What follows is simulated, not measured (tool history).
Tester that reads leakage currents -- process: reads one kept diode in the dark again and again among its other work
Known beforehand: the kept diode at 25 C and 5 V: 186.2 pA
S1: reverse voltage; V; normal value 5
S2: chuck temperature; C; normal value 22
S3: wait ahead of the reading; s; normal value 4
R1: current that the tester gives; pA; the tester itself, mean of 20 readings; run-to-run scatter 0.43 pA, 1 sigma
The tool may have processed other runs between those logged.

run	hour	S1	S2	S3	R1
1	0	5	22	4	169.95
2	238	5	22	4	174.28
3	342.3	5	22	4	176.4
# hour 439.1: chuck's temperature calibrated
4	492.7	5	22	0.69	205.81
5	626	5	22	0.69	209.15
6	727.6	5	22	0.69	212.44
7	872.9	5	22	0.69	215.21
8	1004.1	10.63	22	4	314.13
9	1194.3	5	22	0.48	223.86
10	1371	2.94	22	4	173.79
# hour 1405.3: probe card cleaned and baked
# hour 1485.8: chuck's temperature calibrated, once more
11	1614.9	2.94	22	4	110.6
12	1761	1.57	48	8.07	752.74
13	1924.5	6.72	22	4	169.95
14	2116.2	4.92	26	0.6	215.97
# hour 2206.3: tester calibrated
15	2313.3	5.2	37	0.42	595.07
16	2538.6	5	35	1.26	505.74
17	2654.7	2.1	35	1.87	339.84
18	2857.4	18.9	35	7.49	1002.07
19	3091.9	18.9	35	7.49	1018.66
20	3252.3	1.22	30	4	181.01

3 options for the next run, each taken on its own from the tool as it stands now. Forecast them:
# hour 3273.3: chuck's temperature calibrated
A	3449.6	1.22	30	2.71	?
# hour 3273.3: chuck's temperature calibrated
B	3449.6	6.3	22	0.41	?
# hour 3273.3: chuck's temperature calibrated
C	3449.6	13.73	25	0.3	?

run	R1
A	151.2
B	168.45
C	325.89
Had the tool no hidden state, the same runs would have come out as:
run	R1
A	147.57
B	161.46
C	311.73
